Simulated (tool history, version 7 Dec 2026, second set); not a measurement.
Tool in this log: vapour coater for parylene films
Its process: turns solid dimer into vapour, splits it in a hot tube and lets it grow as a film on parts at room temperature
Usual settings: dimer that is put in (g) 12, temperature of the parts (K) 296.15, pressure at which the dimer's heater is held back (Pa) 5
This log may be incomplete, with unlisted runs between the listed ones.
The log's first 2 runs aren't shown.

run	hour	dimer that is put in (g)	temperature of the parts (K)	pressure at which the dimer's heater is held back (Pa)	hours of work since the trap's valve was overhauled	hours of work since the table's thermometer was calibrated	thickness of the film (um)
3	42.5	12	296.15	5	322	475	2.6
4	68.8	12	296.15	5	339	492	2.62
5	92.3	12	296.15	5	355	508	2.62
6	110.7	12	296.15	5	366	520	2.6
7	142.5	12	296.15	5	387	540	2.6
8	171.1	12	296.15	5	406	559	2.6
9	206.9	12	296.15	5	429	582	2.6
10	233	12	296.15	5	446	599	2.58
11	261.4	12	296.15	5	464	617	2.58
12	278.1	21	296.15	5	475	628	4.52
13	313.2	21	296.15	5	497	650	4.52
# hour 327.2: trap's valve overhauled
14	332.4	12	296.15	5	3	660	2.51
15	349.7	8	296.15	5	15	672	1.67
16	366.8	8	296.15	5	26	683	1.68
17	389.7	8	289.15	8.94	40	697	1.86
18	405.4	10	303.15	2.35	51	708	1.93
19	428.1	10	303.15	2.35	65	722	1.91
# hour 435.4: trap's valve overhauled, once more
20	460.8	13	296.15	2.63	16	741	3.19
21	496.1	17	307.15	11.03	39	764	2.56
22	522.4	6	296.15	5	56	781	1.36
23	541.4	6	296.15	5	69	793	1.32
24	558	9	289.15	5.04	79	804	2.45
25	592.3	16	306.15	7.48	102	826	2.56

What will run 26 give?
26	625.6	10	290.15	7.98	123	847	?

thickness of the film (um): 2.45
Minus the tool's unlogged condition, the same run would have read thickness of the film (um) 2.45.
